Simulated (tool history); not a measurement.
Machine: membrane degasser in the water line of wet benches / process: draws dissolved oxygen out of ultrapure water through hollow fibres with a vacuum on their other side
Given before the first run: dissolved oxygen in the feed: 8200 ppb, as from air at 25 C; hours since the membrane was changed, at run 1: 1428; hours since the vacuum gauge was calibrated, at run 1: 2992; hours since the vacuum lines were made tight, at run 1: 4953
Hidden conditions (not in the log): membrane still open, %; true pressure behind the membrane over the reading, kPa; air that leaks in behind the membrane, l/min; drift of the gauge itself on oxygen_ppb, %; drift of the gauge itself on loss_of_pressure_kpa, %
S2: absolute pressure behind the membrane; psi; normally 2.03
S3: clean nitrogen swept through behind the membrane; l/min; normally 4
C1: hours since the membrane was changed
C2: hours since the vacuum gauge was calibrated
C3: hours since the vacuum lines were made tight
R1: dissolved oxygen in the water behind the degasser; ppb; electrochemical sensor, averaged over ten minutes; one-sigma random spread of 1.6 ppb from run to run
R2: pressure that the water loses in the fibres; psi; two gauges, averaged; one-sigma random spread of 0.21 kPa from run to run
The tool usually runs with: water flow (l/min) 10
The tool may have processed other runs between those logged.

run 1 hour=0 | water_flow_(l/min)=10 S2=2.03 S3=4 | C1=1428 C2=2992 C3=4953 | R1=162.9 R2=6.881
run 2 hour=225.9 | water_flow_(l/min)=10 S2=2.03 S3=4 | C1=1654 C2=3218 C3=5178 | R1=165.9 R2=6.876
run 3 hour=443.5 | water_flow_(l/min)=10 S2=2.03 S3=4 | C1=1871 C2=3436 C3=5396 | R1=165 R2=6.853
run 4 hour=538.6 | water_flow_(l/min)=10 S2=2.03 S3=4 | C1=1966 C2=3531 C3=5491 | R1=166.9 R2=6.899
-- hour=565.3 seals of the vacuum lines changed
run 5 hour=638.2 | water_flow_(l/min)=10 S2=2.03 S3=4 | C1=2064 C2=3629 C3=73 | R1=163.6 R2=6.885
run 6 hour=756.3 | water_flow_(l/min)=10 S2=2.03 S3=4 | C1=2182 C2=3747 C3=191 | R1=166.5 R2=6.898
run 7 hour=902.2 | water_flow_(l/min)=10 S2=2.03 S3=4 | C1=2328 C2=3893 C3=337 | R1=165.2 R2=6.892
run 8 hour=1103.7 | water_flow_(l/min)=10 S2=2.03 S3=4 | C1=2530 C2=4094 C3=538 | R1=166.2 R2=6.902
-- hour=1265.8 vacuum gauge calibrated
run 9 hour=1331.2 | water_flow_(l/min)=10 S2=2.03 S3=4 | C1=2757 C2=65 C3=765 | R1=167.2 R2=6.91
run 10 hour=1469 | water_flow_(l/min)=9 S2=3.15 S3=3.03 | C1=2894 C2=203 C3=903 | R1=215.3 R2=6.267
run 11 hour=1648.7 | water_flow_(l/min)=12 S2=1.29 S3=2.81 | C1=3074 C2=383 C3=1083 | R1=202.8 R2=8.385
run 12 hour=1800 | water_flow_(l/min)=8 S2=1.29 S3=2.81 | C1=3225 C2=534 C3=1234 | R1=103.9 R2=5.543
run 13 hour=1986.8 | water_flow_(l/min)=15 S2=2.87 S3=2.64 | C1=3412 C2=721 C3=1421 | R1=427.7 R2=10.447
run 14 hour=2193 | water_flow_(l/min)=10 S2=3.15 S3=4 | C1=3618 C2=927 C3=1627 | R1=214 R2=6.894
run 15 hour=2413.6 | water_flow_(l/min)=10 S2=3.15 S3=4 | C1=3839 C2=1148 C3=1848 | R1=219.2 R2=6.955
run 16 hour=2616.6 | water_flow_(l/min)=10 S2=3.15 S3=4 | C1=4042 C2=1351 C3=2051 | R1=218.1 R2=6.969
run 17 hour=2793.6 | water_flow_(l/min)=13 S2=2.47 S3=4 | C1=4219 C2=1528 C3=2228 | R1=274.7 R2=9.127
run 18 hour=2985.9 | water_flow_(l/min)=14 S2=2.13 S3=3.12 | C1=4411 C2=1720 C3=2420 | R1=310.8 R2=9.726

Below are 5 alternative next runs, each starting from the tool's condition after run 18. Predict each:
run A hour=3116.6 | water_flow_(l/min)=6 S2=2.13 S3=1.64 | C1=4542 C2=1851 C3=2551 | R1=? R2=?
run B hour=3116.6 | water_flow_(l/min)=10 S2=4.92 S3=10.9 | C1=4542 C2=1851 C3=2551 | R1=? R2=?
run C hour=3116.6 | water_flow_(l/min)=10 S2=3.9 S3=3.12 | C1=4542 C2=1851 C3=2551 | R1=? R2=?
run D hour=3116.6 | water_flow_(l/min)=7 S2=2.13 S3=2.27 | C1=4542 C2=1851 C3=2551 | R1=? R2=?
run E hour=3116.6 | water_flow_(l/min)=14 S2=1.39 S3=2.45 | C1=4542 C2=1851 C3=2551 | R1=? R2=?

run=A R1=145.7 R2=4.199
run=B R1=179 R2=6.986
run=C R1=298.1 R2=7.001
run=D R1=139.7 R2=4.898
run=E R1=283.3 R2=9.793
With the hidden condition removed and each run's random variation left untouched, the same runs would have given:
run=A R1=134.2 R2=4.081
run=B R1=163.8 R2=6.789
run=C R1=279.1 R2=6.805
run=D R1=128.3 R2=4.76
run=E R1=260.7 R2=9.516

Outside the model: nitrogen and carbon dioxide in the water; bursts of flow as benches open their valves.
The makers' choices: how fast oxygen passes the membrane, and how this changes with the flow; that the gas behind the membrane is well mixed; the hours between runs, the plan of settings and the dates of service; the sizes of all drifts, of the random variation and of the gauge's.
